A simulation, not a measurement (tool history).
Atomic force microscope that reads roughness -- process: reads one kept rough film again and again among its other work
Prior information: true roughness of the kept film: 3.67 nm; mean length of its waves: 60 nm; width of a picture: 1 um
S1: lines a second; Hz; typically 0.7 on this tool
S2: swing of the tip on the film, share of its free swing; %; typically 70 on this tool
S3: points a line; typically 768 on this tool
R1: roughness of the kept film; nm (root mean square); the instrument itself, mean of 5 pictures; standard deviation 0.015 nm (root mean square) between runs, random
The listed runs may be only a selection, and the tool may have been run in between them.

run 1 hour=0 | S1=0.7 S2=70 S3=768 | R1=3.514
run 2 hour=9.3 | S1=0.7 S2=70 S3=539 | R1=3.517
run 3 hour=17.1 | S1=0.7 S2=70 S3=539 | R1=3.545
run 4 hour=24.9 | S1=1.858 S2=70 S3=768 | R1=3.451
run 5 hour=34.2 | S1=1.858 S2=70 S3=768 | R1=3.424
run 6 hour=41.8 | S1=2.869 S2=70 S3=768 | R1=3.392
run 7 hour=47.4 | S1=2.869 S2=70 S3=768 | R1=3.364
run 8 hour=56.1 | S1=2.869 S2=70 S3=768 | R1=3.389
run 9 hour=62.8 | S1=2.869 S2=70 S3=768 | R1=3.387
-- hour=69.6 new tip fitted
run 10 hour=69.9 | S1=2.869 S2=70 S3=768 | R1=3.375
run 11 hour=75.2 | S1=2.869 S2=70 S3=768 | R1=3.382
run 12 hour=84.7 | S1=2.869 S2=70 S3=768 | R1=3.363
run 13 hour=91.5 | S1=2.869 S2=70 S3=768 | R1=3.376
run 14 hour=95.7 | S1=3.253 S2=70 S3=768 | R1=3.371
run 15 hour=103.7 | S1=3.253 S2=70 S3=768 | R1=3.369
run 16 hour=109.7 | S1=0.7 S2=70 S3=768 | R1=3.534
run 17 hour=117.2 | S1=0.7 S2=70 S3=768 | R1=3.505
run 18 hour=126.1 | S1=0.7 S2=70 S3=768 | R1=3.517
run 19 hour=133.8 | S1=1.901 S2=61 S3=1017 | R1=3.484
run 20 hour=141.4 | S1=1.901 S2=61 S3=1017 | R1=3.507
run 21 hour=146.6 | S1=1.578 S2=60 S3=825 | R1=3.524
run 22 hour=155.5 | S1=0.751 S2=82 S3=825 | R1=3.471
run 23 hour=161.3 | S1=1.975 S2=88 S3=762 | R1=3.268
run 24 hour=166.9 | S1=3.594 S2=70 S3=768 | R1=3.341
run 25 hour=173 | S1=3.594 S2=70 S3=768 | R1=3.342
run 26 hour=183.2 | S1=0.7 S2=70 S3=767 | R1=3.521
run 27 hour=191.3 | S1=0.697 S2=56 S3=768 | R1=3.558
run 28 hour=196.9 | S1=0.748 S2=56 S3=377 | R1=3.521
run 29 hour=205.7 | S1=0.651 S2=85 S3=768 | R1=3.481
run 30 hour=214.8 | S1=0.651 S2=85 S3=768 | R1=3.459
run 31 hour=223.5 | S1=0.651 S2=85 S3=768 | R1=3.491
run 32 hour=230.2 | S1=3.12 S2=85 S3=583 | R1=3.157
-- hour=233.9 new tip fitted
run 33 hour=238.5 | S1=4 S2=82 S3=442 | R1=3.119
run 34 hour=249 | S1=2.007 S2=60 S3=895 | R1=3.51
run 35 hour=257.9 | S1=2.007 S2=88 S3=847 | R1=3.265
run 36 hour=262.5 | S1=2.007 S2=88 S3=847 | R1=3.27

Below are 5 alternative next runs, each starting from the tool's condition after run 36. Predict each:
run A hour=269.6 | S1=2.007 S2=88 S3=310 | R1=?
run B hour=269.6 | S1=2.967 S2=70 S3=768 | R1=?
run C hour=269.6 | S1=2.007 S2=88 S3=834 | R1=?
run D hour=269.6 | S1=3.518 S2=80 S3=541 | R1=?
run E hour=269.6 | S1=3.799 S2=87 S3=572 | R1=?

run=A R1=3.25
run=B R1=3.363
run=C R1=3.274
run=D R1=3.21
run=E R1=3.062
With the hidden condition removed and each run's random variation left untouched, the same runs would have given:
run=A R1=3.252
run=B R1=3.365
run=C R1=3.277
run=D R1=3.212
run=E R1=3.065
